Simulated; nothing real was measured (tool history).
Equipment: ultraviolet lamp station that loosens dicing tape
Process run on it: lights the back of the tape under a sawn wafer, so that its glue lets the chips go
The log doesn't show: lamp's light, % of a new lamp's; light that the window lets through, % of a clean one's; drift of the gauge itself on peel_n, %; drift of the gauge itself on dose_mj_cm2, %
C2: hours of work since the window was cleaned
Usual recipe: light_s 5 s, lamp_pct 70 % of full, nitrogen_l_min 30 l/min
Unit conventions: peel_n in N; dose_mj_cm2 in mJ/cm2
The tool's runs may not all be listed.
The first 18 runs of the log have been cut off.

Run 19, hour 974.1: usual settings but nitrogen_l_min 11 l/min; hours of work of the lamp 1198; C2 112. Result: peel_n 1.091 N, dose_mj_cm2 248 mJ/cm2.
Run 20, hour 1005.3: usual settings but nitrogen_l_min 11 l/min; hours of work of the lamp 1218; C2 132. Result: peel_n 1.119 N, dose_mj_cm2 248 mJ/cm2.
Run 21, hour 1051.2: usual settings but light_s 6 s, nitrogen_l_min 14 l/min; hours of work of the lamp 1248; C2 162. Result: peel_n 0.73 N, dose_mj_cm2 291 mJ/cm2.
Run 22, hour 1119.3: usual settings but lamp_pct 90 % of full, nitrogen_l_min 23 l/min; hours of work of the lamp 1292; C2 206. Result: peel_n 0.496 N, dose_mj_cm2 306 mJ/cm2.
At hour 1150.4: window cleaned of glue's vapour.
Run 23, hour 1159.7: usual settings but lamp_pct 90 % of full, nitrogen_l_min 23 l/min; hours of work of the lamp 1318; C2 6. Result: peel_n 0.45 N, dose_mj_cm2 318 mJ/cm2.
Run 24, hour 1216.7: usual settings but light_s 7 s, lamp_pct 95 % of full, nitrogen_l_min 15 l/min; hours of work of the lamp 1355; C2 43. Result: peel_n 0.344 N, dose_mj_cm2 467 mJ/cm2.
Run 25, hour 1258.7: usual settings but light_s 8 s; hours of work of the lamp 1382; C2 70. Result: peel_n 0.307 N, dose_mj_cm2 383 mJ/cm2.
Run 26, hour 1300: usual settings but lamp_pct 68 % of full, nitrogen_l_min 22 l/min; hours of work of the lamp 1409; C2 97. Result: peel_n 0.784 N, dose_mj_cm2 231 mJ/cm2.
Run 27, hour 1342.4: usual settings but light_s 4 s, lamp_pct 80 % of full, nitrogen_l_min 11 l/min; hours of work of the lamp 1437; C2 124. Result: peel_n 1.275 N, dose_mj_cm2 213 mJ/cm2.
Run 28, hour 1417.7: usual settings but nitrogen_l_min 31 l/min; hours of work of the lamp 1485; C2 173. Result: peel_n 0.62 N, dose_mj_cm2 234 mJ/cm2.
Run 29, hour 1477.6: usual settings but lamp_pct 67 % of full; hours of work of the lamp 1524; C2 212. Result: peel_n 0.69 N, dose_mj_cm2 217 mJ/cm2.
At hour 1499.5: window cleaned of glue's vapour.
Run 30, hour 1552.7: usual settings but lamp_pct 79 % of full, nitrogen_l_min 19 l/min; hours of work of the lamp 1572; C2 34. Result: peel_n 0.706 N, dose_mj_cm2 265 mJ/cm2.
At hour 1597.2: lamp changed.
Run 31, hour 1614.7: usual settings but lamp_pct 79 % of full, nitrogen_l_min 19 l/min; hours of work of the lamp 11; C2 74. Result: peel_n 0.478 N, dose_mj_cm2 345 mJ/cm2.
Run 32, hour 1684: usual settings but lamp_pct 80 % of full, nitrogen_l_min 25 l/min; hours of work of the lamp 56; C2 119. Result: peel_n 0.364 N, dose_mj_cm2 338 mJ/cm2.
Run 33, hour 1737.8: usual settings but lamp_pct 94 % of full; hours of work of the lamp 91; C2 154. Result: peel_n 0.274 N, dose_mj_cm2 398 mJ/cm2.
Run 34, hour 1804.9: usual settings but lamp_pct 94 % of full; hours of work of the lamp 135; C2 197. Result: peel_n 0.299 N, dose_mj_cm2 388 mJ/cm2.
At hour 1849.9: window cleaned of glue's vapour.
Run 35, hour 1860.3: usual settings but light_s 8 s, lamp_pct 60 % of full; hours of work of the lamp 170; C2 7. Result: peel_n 0.29 N, dose_mj_cm2 415 mJ/cm2.
Run 36, hour 1897.2: usual settings but light_s 8 s, lamp_pct 60 % of full; hours of work of the lamp 194; C2 31. Result: peel_n 0.281 N, dose_mj_cm2 409 mJ/cm2.
Run 37, hour 1949.7: usual settings but light_s 8 s, lamp_pct 60 % of full; hours of work of the lamp 228; C2 65. Result: peel_n 0.278 N, dose_mj_cm2 409 mJ/cm2.
Run 38, hour 1992.1: usual settings but light_s 8 s, lamp_pct 60 % of full; hours of work of the lamp 255; C2 92. Result: peel_n 0.288 N, dose_mj_cm2 406 mJ/cm2.
Run 39, hour 2053.2: usual settings but light_s 6 s, nitrogen_l_min 42 l/min; hours of work of the lamp 295; C2 132. Result: peel_n 0.282 N, dose_mj_cm2 341 mJ/cm2.

Forecast each of these 5 alternatives for the next run:
Run A, hour 2127.6: usual settings but nitrogen_l_min 12 l/min; hours of work of the lamp 343; C2 180. Result: peel_n ?, dose_mj_cm2 ?.
Run B, hour 2127.6: usual settings but light_s 10 s, lamp_pct 63 % of full, nitrogen_l_min 34 l/min; hours of work of the lamp 343; C2 180. Result: peel_n ?, dose_mj_cm2 ?.
Run C, hour 2127.6: usual settings but light_s 4 s, lamp_pct 93 % of full, nitrogen_l_min 42 l/min; hours of work of the lamp 343; C2 180. Result: peel_n ?, dose_mj_cm2 ?.
Run D, hour 2127.6: usual settings but lamp_pct 79 % of full; hours of work of the lamp 343; C2 180. Result: peel_n ?, dose_mj_cm2 ?.
Run E, hour 2127.6: usual settings but light_s 6 s, lamp_pct 82 % of full, nitrogen_l_min 41 l/min; hours of work of the lamp 343; C2 180. Result: peel_n ?, dose_mj_cm2 ?.

run  peel_n  dose_mj_cm2
  A   0.824          283
  B   0.221          507
  C   0.346          298
  D   0.385          315
  E   0.245          394
What these runs would have given with no unlogged condition in the tool:
run  peel_n  dose_mj_cm2
  A    0.71          312
  B   0.213          560
  C   0.306          329
  D   0.335          348
  E   0.229          435
